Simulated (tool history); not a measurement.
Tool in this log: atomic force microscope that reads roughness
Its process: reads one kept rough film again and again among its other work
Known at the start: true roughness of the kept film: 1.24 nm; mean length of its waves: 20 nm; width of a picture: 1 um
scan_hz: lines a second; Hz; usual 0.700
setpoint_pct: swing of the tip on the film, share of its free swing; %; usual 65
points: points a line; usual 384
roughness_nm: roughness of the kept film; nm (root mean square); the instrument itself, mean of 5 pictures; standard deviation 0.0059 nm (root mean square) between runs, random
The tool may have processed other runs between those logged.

run	hour	scan_hz	setpoint_pct	points	roughness_nm
1	0.0	0.700	65	384	0.880
2	15.1	2.754	65	384	0.795
# hour 17.4: new tip fitted
3	25.6	2.754	65	384	1.012
4	32.4	0.700	65	384	1.014
5	46.8	0.700	65	384	0.941
6	59.7	0.700	65	384	0.900
7	69.1	0.700	65	264	0.860
8	77.7	1.535	65	384	0.829
# hour 89.3: new tip fitted
9	90.5	1.535	65	384	1.050
10	102.5	1.535	65	310	0.997
11	111.8	1.535	65	310	0.965
12	119.4	2.068	70	824	0.946
13	128.7	0.524	83	1000	0.927
14	135.7	0.696	57	716	0.921
15	146.4	1.622	65	384	0.858
16	157.3	3.396	65	384	0.801
# hour 161.4: new tip fitted
17	165.1	3.396	72	384	0.993
18	172.2	3.396	72	384	0.947
19	184.6	3.396	72	384	0.918
20	194.4	0.700	69	384	0.934
21	206.2	0.700	69	384	0.895

Forecast each of these 5 alternatives for the next run:
A	218.2	3.305	69	901	?
B	218.2	2.097	65	384	?
C	218.2	3.571	56	563	?
D	218.2	0.700	83	759	?
E	218.2	1.383	65	600	?

run	roughness_nm
A	0.838
B	0.839
C	0.848
D	0.855
E	0.854
What these runs would have given with no unlogged condition in the tool:
run	roughness_nm
A	1.047
B	1.049
C	1.061
D	1.070
E	1.069
